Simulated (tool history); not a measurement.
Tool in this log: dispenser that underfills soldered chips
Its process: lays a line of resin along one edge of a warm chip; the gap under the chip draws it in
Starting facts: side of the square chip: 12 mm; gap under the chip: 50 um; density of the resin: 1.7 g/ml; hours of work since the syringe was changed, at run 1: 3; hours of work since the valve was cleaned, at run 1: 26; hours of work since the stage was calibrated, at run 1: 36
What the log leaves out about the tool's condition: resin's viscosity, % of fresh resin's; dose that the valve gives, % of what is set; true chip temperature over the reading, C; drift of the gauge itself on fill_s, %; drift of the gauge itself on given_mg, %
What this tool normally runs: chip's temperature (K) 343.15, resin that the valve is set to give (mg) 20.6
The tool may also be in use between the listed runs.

run,day,chip's temperature (K),resin that the valve is set to give (mg),hours of work since the syringe was changed,hours of work since the valve was cleaned,hours of work since the stage was calibrated,time until the resin shows at the far edge (s),resin that the valve gave (mg)
1,0,343.15,20.6,3,26,36,238.9,20.37
# day 0.2: new syringe of resin
2,0.254,343.15,20.6,1,30,40,199.6,20.33
3,0.425,343.15,20.6,4,33,43,261.6,20.34
4,0.538,351.15,20.6,6,35,45,216.9,20.31
# day 0.608: new syringe of resin
5,0.767,351.15,20.6,3,39,49,165.3,20.26
6,0.979,339.15,20.6,7,43,53,395.2,20.19
# day 1.012: new syringe of resin
7,1.262,343.15,20.4,4,48,58,261.6,20.02
# day 1.408: new syringe of resin
8,1.425,339.15,26.7,0,50,60,219.4,26.16
9,1.629,353.15,20.6,4,54,64,166.5,20.17
# day 1.812: new syringe of resin
10,1.904,335.15,21.5,2,59,69,299.5,21.05
11,2.079,335.15,21.5,5,62,72,396.7,20.95
# day 2.221: new syringe of resin
12,2.346,337.15,19.2,2,66,77,295.9,18.71

Forecast each of these 4 alternatives for the next run:
A,2.588,354.15,25.7,7,71,81,?,?
B,2.588,357.15,22.1,7,71,81,?,?
C,2.588,337.15,24.3,7,71,81,?,?
D,2.588,339.15,20.6,7,71,81,?,?

run,time until the resin shows at the far edge (s),resin that the valve gave (mg)
A,201,24.95
B,177.7,21.5
C,429.8,23.56
D,389.8,20.06
What these runs would have given with no unlogged condition in the tool:
run,time until the resin shows at the far edge (s),resin that the valve gave (mg)
A,108.1,25.71
B,95.5,22.15
C,230.8,24.27
D,208.4,20.67
